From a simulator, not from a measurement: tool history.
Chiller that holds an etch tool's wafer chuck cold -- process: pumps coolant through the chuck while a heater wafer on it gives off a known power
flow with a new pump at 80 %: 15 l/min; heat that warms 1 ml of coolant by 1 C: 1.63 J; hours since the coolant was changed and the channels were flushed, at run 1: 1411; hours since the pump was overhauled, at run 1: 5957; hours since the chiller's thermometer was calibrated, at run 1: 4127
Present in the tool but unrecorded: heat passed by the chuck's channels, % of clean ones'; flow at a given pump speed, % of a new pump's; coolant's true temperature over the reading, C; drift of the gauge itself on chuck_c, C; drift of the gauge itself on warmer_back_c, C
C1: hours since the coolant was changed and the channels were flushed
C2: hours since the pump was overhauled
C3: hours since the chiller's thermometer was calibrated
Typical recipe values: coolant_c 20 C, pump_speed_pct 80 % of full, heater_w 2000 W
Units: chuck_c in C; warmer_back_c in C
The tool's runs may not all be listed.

run 1 hour=0.0 | coolant_c=20 pump_speed_pct=80 heater_w=2000 | C1=1411 C2=5957 C3=4127 | chuck_c=33.9 warmer_back_c=5.43
run 2 hour=155.3 | coolant_c=29 pump_speed_pct=80 heater_w=2000 | C1=1566 C2=6112 C3=4282 | chuck_c=43.2 warmer_back_c=5.50
run 3 hour=243.2 | coolant_c=20 pump_speed_pct=80 heater_w=2000 | C1=1654 C2=6200 C3=4370 | chuck_c=34.0 warmer_back_c=5.59
run 4 hour=314.0 | coolant_c=20 pump_speed_pct=63 heater_w=2000 | C1=1725 C2=6271 C3=4441 | chuck_c=36.6 warmer_back_c=7.03
run 5 hour=425.6 | coolant_c=20 pump_speed_pct=63 heater_w=2000 | C1=1836 C2=6382 C3=4553 | chuck_c=36.6 warmer_back_c=7.01
run 6 hour=570.2 | coolant_c=20 pump_speed_pct=80 heater_w=2000 | C1=1981 C2=6527 C3=4697 | chuck_c=34.5 warmer_back_c=5.64

Expected results for the next run?
-- hour=578.2 chiller's thermometer calibrated
run 7 hour=684.7 | coolant_c=20 pump_speed_pct=80 heater_w=2000 | C1=2095 C2=6640 C3=106 | chuck_c=? warmer_back_c=?

For run 7 the tool returned chuck_c 34.6 C, warmer_back_c 5.64 C.
Had the tool carried no hidden state, the very same run would have given chuck_c 32.3 C, warmer_back_c 4.98 C.
